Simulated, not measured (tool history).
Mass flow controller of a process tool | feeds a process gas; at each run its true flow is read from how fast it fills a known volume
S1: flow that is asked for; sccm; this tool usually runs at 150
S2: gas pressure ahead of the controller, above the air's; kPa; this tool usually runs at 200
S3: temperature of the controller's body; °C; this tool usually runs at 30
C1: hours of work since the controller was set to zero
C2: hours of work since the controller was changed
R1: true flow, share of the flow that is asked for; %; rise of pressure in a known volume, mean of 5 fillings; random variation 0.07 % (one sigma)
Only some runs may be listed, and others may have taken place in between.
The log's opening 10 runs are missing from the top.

run 11 hour=2304.8 | S1=150 S2=142 S3=30 | C1=5541 C2=5541 | R1=97.5
-- hour=2396.1 controller's zero set anew
run 12 hour=2544.2 | S1=150 S2=142 S3=30 | C1=99 C2=5702 | R1=97.45
run 13 hour=2753.9 | S1=150 S2=184 S3=30 | C1=240 C2=5842 | R1=97.58
run 14 hour=3088.8 | S1=150 S2=200 S3=30 | C1=465 C2=6067 | R1=97.55
run 15 hour=3283.5 | S1=150 S2=200 S3=30 | C1=596 C2=6198 | R1=97.61
run 16 hour=3619.1 | S1=150 S2=200 S3=30 | C1=821 C2=6423 | R1=97.58
run 17 hour=3966.6 | S1=150 S2=200 S3=30 | C1=1054 C2=6656 | R1=97.6
run 18 hour=4208.1 | S1=150 S2=200 S3=30 | C1=1216 C2=6818 | R1=97.65
-- hour=4296.8 controller exchanged for a calibrated one
run 19 hour=4488.8 | S1=150 S2=200 S3=30 | C1=129 C2=129 | R1=97.59
run 20 hour=4789.1 | S1=150 S2=200 S3=30 | C1=330 C2=330 | R1=97.69
run 21 hour=5008.1 | S1=150 S2=145 S3=30 | C1=477 C2=477 | R1=97.52
run 22 hour=5265 | S1=150 S2=145 S3=30 | C1=650 C2=650 | R1=97.46
run 23 hour=5555.6 | S1=150 S2=200 S3=30 | C1=845 C2=845 | R1=97.56
run 24 hour=5821.6 | S1=122 S2=200 S3=30 | C1=1023 C2=1023 | R1=97.43
run 25 hour=6050 | S1=199 S2=223 S3=36 | C1=1177 C2=1177 | R1=97.53
run 26 hour=6230.4 | S1=302 S2=223 S3=36 | C1=1298 C2=1298 | R1=97.97
run 27 hour=6495 | S1=302 S2=155 S3=21 | C1=1475 C2=1475 | R1=99.13
run 28 hour=6778.4 | S1=302 S2=247 S3=21 | C1=1666 C2=1666 | R1=99.13
run 29 hour=6946.8 | S1=114 S2=200 S3=32 | C1=1779 C2=1779 | R1=97.17
run 30 hour=7295.6 | S1=114 S2=200 S3=32 | C1=2013 C2=2013 | R1=97.28

Expected results for the next run?
run 31 hour=7550.2 | S1=102 S2=187 S3=20 | C1=2184 C2=2184 | R1=?

{"run 31": {"R1": 98.06}}
If the tool had no hidden condition, the same run with the same run-to-run variation would have returned R1 98.07 %.
